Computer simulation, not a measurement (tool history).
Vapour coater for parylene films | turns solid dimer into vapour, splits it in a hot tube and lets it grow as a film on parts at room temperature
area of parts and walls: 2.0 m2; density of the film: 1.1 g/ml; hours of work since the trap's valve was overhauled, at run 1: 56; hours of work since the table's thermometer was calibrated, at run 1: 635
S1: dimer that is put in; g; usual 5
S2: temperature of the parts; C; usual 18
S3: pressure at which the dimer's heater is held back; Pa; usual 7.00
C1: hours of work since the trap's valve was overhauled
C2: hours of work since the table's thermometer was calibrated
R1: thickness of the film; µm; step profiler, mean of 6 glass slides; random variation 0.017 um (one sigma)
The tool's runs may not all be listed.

run	day	S1	S2	S3	C1	C2	R1
1	0.000	5	18	7.00	56	635	1.62
2	1.400	5	18	7.00	75	654	1.58
3	2.146	5	18	7.00	86	664	1.59
4	3.012	5	18	7.00	98	677	1.58
5	4.717	5	18	9.44	122	700	1.48
6	5.825	5	18	7.00	137	716	1.51
7	7.625	5	25	7.00	162	741	1.08
8	8.592	5	18	7.00	176	754	1.45
9	9.829	5	18	7.00	193	772	1.43
10	10.862	5	18	7.00	207	786	1.41
# day 11.396: trap's valve overhauled
11	11.904	5	18	7.00	7	798	1.63
12	12.671	5	18	7.00	18	809	1.64
13	13.942	5	18	3.18	36	827	1.71
# day 14.200: table's thermometer calibrated
14	14.896	2	23	7.00	48	10	0.53
15	16.529	2	23	5.38	71	32	0.49
16	18.171	6	17	4.08	94	55	2.12
17	19.104	5	29	7.00	107	68	0.94
18	20.238	5	29	7.00	123	84	0.88
19	21.196	2	29	7.00	136	98	0.36
20	22.762	3	25	2.25	158	119	0.76
21	23.825	3	22	2.25	173	134	0.84
22	25.225	4	11	7.26	192	154	1.55

How the hidden state differs across the entries between the runs, from the last listed run before each to the first after it:
Between runs 10 and 11: trap's valve overhauled (day 11.396)
  vapour lost through the trap's worn valve, %: 14.2 -> 1; true temperature of the parts over the reading, C: 0.91 -> 0.92
  measured less the result without the state, R1: -0.31 -> -0.09 µm
Between runs 13 and 14: table's thermometer calibrated (day 14.200)
  vapour lost through the trap's worn valve, %: 3.1 -> 4; true temperature of the parts over the reading, C: 0.96 -> 0.08
  measured less the result without the state, R1: -0.14 -> -0.03 µm
